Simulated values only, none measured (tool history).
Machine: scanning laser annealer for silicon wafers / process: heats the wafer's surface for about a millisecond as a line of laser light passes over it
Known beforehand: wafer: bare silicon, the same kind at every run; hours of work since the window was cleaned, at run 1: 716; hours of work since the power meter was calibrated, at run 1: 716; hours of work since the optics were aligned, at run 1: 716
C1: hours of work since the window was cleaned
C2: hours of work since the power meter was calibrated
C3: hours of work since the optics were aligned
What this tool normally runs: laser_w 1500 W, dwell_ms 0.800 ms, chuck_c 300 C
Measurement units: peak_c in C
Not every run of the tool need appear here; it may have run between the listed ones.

run 1 hour=0.0 | laser_w=1500 dwell_ms=0.800 chuck_c=300 | C1=716 C2=716 C3=716 | peak_c=1015
-- hour=29.3 window over the wafer cleaned
-- hour=56.5 optics aligned, line set to its width
run 2 hour=63.4 | laser_w=1500 dwell_ms=0.800 chuck_c=300 | C1=19 C2=752 C3=4 | peak_c=1053
run 3 hour=115.6 | laser_w=1500 dwell_ms=0.800 chuck_c=264 | C1=52 C2=785 C3=38 | peak_c=1010
run 4 hour=167.3 | laser_w=1500 dwell_ms=0.800 chuck_c=300 | C1=85 C2=819 C3=71 | peak_c=1046
-- hour=182.0 optics aligned, line set to its width, once more
run 5 hour=205.2 | laser_w=1500 dwell_ms=0.800 chuck_c=300 | C1=106 C2=840 C3=15 | peak_c=1058
run 6 hour=257.2 | laser_w=1500 dwell_ms=0.800 chuck_c=300 | C1=140 C2=873 C3=48 | peak_c=1058
run 7 hour=322.1 | laser_w=1500 dwell_ms=0.697 chuck_c=288 | C1=182 C2=915 C3=90 | peak_c=987
run 8 hour=370.3 | laser_w=1464 dwell_ms=0.575 chuck_c=300 | C1=212 C2=946 C3=121 | peak_c=905
run 9 hour=415.0 | laser_w=1451 dwell_ms=0.876 chuck_c=320 | C1=241 C2=974 C3=150 | peak_c=1086

Estimate the outcome of run 10 from the log above:
run 10 hour=475.3 | laser_w=1506 dwell_ms=0.800 chuck_c=300 | C1=280 C2=1013 C3=188 | peak_c=?

Run 10 produced peak_c 1048 C.
Without the tool's hidden state the same run would have given peak_c 1069 C.

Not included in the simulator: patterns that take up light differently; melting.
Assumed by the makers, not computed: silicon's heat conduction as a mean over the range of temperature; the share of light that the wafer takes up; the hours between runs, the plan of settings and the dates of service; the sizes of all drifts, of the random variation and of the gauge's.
